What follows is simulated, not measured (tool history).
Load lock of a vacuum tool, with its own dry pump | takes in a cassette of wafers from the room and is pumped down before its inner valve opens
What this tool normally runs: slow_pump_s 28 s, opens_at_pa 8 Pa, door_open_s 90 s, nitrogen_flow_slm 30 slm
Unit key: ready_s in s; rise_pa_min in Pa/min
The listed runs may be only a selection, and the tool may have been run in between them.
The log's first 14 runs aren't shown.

run,hour,slow_pump_s,opens_at_pa,door_open_s,nitrogen_flow_slm,"incoming humidity of the room's air, %",ready_s,rise_pa_min
15,3941.6,15,8,90,30,43.9,43.3,0.141
16,4380.3,28,8,90,30,43.4,54.2,0.153
17,4658.8,35,8,90,30,47.0,60.3,0.159
18,4965.7,35,8,90,30,46.5,61.0,0.159
19,5309.1,45,7,107,7,46.4,70.4,0.206
20,5554.9,28,6,142,9,46.2,56.2,0.221
21,5848.8,25,8,152,29,43.3,53.2,0.185
22,6084.5,25,8,152,29,45.8,52.3,0.202
23,6379.7,47,8,90,7,42.5,71.3,0.203
24,6627.5,14,8,90,30,43.3,43.7,0.176
25,6900.3,21,8,55,40,47.1,50.3,0.162
26,7120.1,28,7,166,8,46.5,56.3,0.263
27,7337.6,28,8,36,30,41.8,56.0,0.162
28,7612.0,28,9,36,30,46.7,55.2,0.165
29,7958.1,28,9,36,30,44.4,56.2,0.165
30,8336.1,32,15,97,15,43.5,57.2,0.215
31,8669.6,28,9,90,16,45.2,56.0,0.218
32,8906.5,15,9,90,16,46.0,45.3,0.223
33,9133.9,15,9,78,16,44.7,44.8,0.223
34,9554.5,14,9,56,9,45.0,45.1,0.218
35,9902.9,21,9,56,9,47.9,50.3,0.227
36,10212.9,38,9,54,9,43.4,64.2,0.223

5 ways to go on from here, each from the tool as it stands after run 36. What would each give?
A,10593.6,21,9,90,30,46.7,?,?
B,10593.6,28,10,90,30,43.6,?,?
C,10593.6,14,9,26,9,47.2,?,?
D,10593.6,38,12,181,21,44.8,?,?
E,10593.6,22,8,29,30,47.7,?,?

run,ready_s,rise_pa_min
A,50.9,0.238
B,56.5,0.232
C,46.1,0.213
D,64.2,0.278
E,51.7,0.207
With no hidden state in the tool, these same runs would have given:
run,ready_s,rise_pa_min
A,44.7,0.069
B,50.6,0.064
C,39.5,0.045
D,58.8,0.113
E,45.4,0.035
